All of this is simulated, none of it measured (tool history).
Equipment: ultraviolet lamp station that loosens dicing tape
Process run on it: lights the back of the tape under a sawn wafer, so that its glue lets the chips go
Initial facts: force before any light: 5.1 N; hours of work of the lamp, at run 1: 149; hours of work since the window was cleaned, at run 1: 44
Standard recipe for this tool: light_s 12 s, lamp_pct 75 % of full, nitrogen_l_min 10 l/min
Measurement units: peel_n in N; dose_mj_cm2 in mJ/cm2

run,hour,light_s,lamp_pct,nitrogen_l_min,hours of work of the lamp,hours of work since the window was cleaned,peel_n,dose_mj_cm2
1,0.0,12,75,10,149,44,0.168,421
2,57.5,12,75,10,182,76,0.173,432
3,152.9,12,75,10,235,129,0.164,424
4,252.3,12,75,10,290,185,0.178,430
5,335.9,12,75,10,337,231,0.177,430
6,393.9,20,75,10,370,264,0.099,715
7,495.8,20,75,10,426,321,0.089,718
8,588.4,20,75,10,478,372,0.104,704
# hour 615.1: window cleaned of glue's vapour
9,645.3,20,75,10,510,17,0.101,710
10,695.1,20,75,10,538,45,0.098,716
11,759.9,20,75,10,574,81,0.102,709
12,835.9,13,68,7,616,123,0.246,419
13,907.1,12,68,7,656,163,0.294,387
# hour 973.9: lamp changed
14,983.8,12,65,6,6,206,0.368,368
15,1043.2,12,65,6,39,239,0.351,371
16,1131.8,9,83,10,88,288,0.257,356
17,1185.2,12,83,3,118,318,0.378,474
18,1238.5,11,73,6,148,348,0.345,383
# hour 1309.4: window cleaned of glue's vapour
19,1309.4,11,73,6,187,0,0.348,381

Consider 5 possible next runs. They are alternatives, not a sequence: every one starts from the tool as it was left by run 19. What does each give?
A,1408.1,12,86,17,242,55,?,?
B,1408.1,11,68,14,242,55,?,?
C,1408.1,12,83,10,242,55,?,?
D,1408.1,11,75,4,242,55,?,?
E,1408.1,8,75,10,242,55,?,?

run,peel_n,dose_mj_cm2
A,0.110,491
B,0.198,359
C,0.146,471
D,0.466,391
E,0.400,287
With the hidden condition removed and each run's random variation left untouched, the same runs would have given:
run,peel_n,dose_mj_cm2
A,0.109,492
B,0.197,359
C,0.146,471
D,0.465,392
E,0.399,287
